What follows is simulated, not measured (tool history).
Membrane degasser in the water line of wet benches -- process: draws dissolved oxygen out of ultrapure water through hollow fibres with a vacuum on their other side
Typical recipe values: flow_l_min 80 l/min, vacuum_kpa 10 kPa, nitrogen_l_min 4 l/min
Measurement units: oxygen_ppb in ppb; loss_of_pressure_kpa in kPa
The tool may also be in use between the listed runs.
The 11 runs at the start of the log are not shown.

run	day	flow_l_min	vacuum_kpa	nitrogen_l_min	oxygen_ppb	loss_of_pressure_kpa
12	65.483	80	16.7	4	709.1	54.28
13	71.008	80	16.7	4	709.2	53.76
14	74.533	80	16.7	4	711.3	53.99
15	78.908	80	16.7	4	712	54.02
16	84.792	52	10	4	234.6	35.15
17	88.296	54	10	4	241.2	36.26
18	94.262	50	16.5	4	393.7	34.07
19	99.858	62	19.9	2.18	957.8	41.83
20	106.079	62	19.9	2.18	964.1	41.92
21	113.6	62	19.9	2.18	969.3	42.19
22	116.742	98	9.3	2.44	749.1	66.21
23	122.1	80	8.8	4	403.4	54.38
24	125.304	88	6.1	3.3	377.9	59.72
25	131.979	88	6.1	3.3	377.7	59.68
26	136.667	88	22	6.15	773.8	60.33
27	142.838	88	22	6.15	783.9	59.89
28	148.592	55	22	6.15	422.7	37.19
29	153.833	55	22	6.15	419.6	37.65
30	160.054	80	8.8	11.45	263.4	54.52
31	165.408	54	10	2.78	315.6	36.6
32	169.696	116	16.8	6.77	938.1	78.83
33	175.592	53	10	3.29	274	36.24

Below are 3 alternative next runs, each starting from the tool's condition after run 33. Predict each:
A	180.338	80	15.7	3.88	?	?
B	180.338	80	7.2	9.56	?	?
C	180.338	106	10	4.74	?	?

run	oxygen_ppb	loss_of_pressure_kpa
A	683.4	54.83
B	246.8	54.51
C	676.9	72.46
Without the tool's unlogged condition, the same runs would have read:
run	oxygen_ppb	loss_of_pressure_kpa
A	682.5	53.61
B	245.9	53.29
C	675.4	70.85
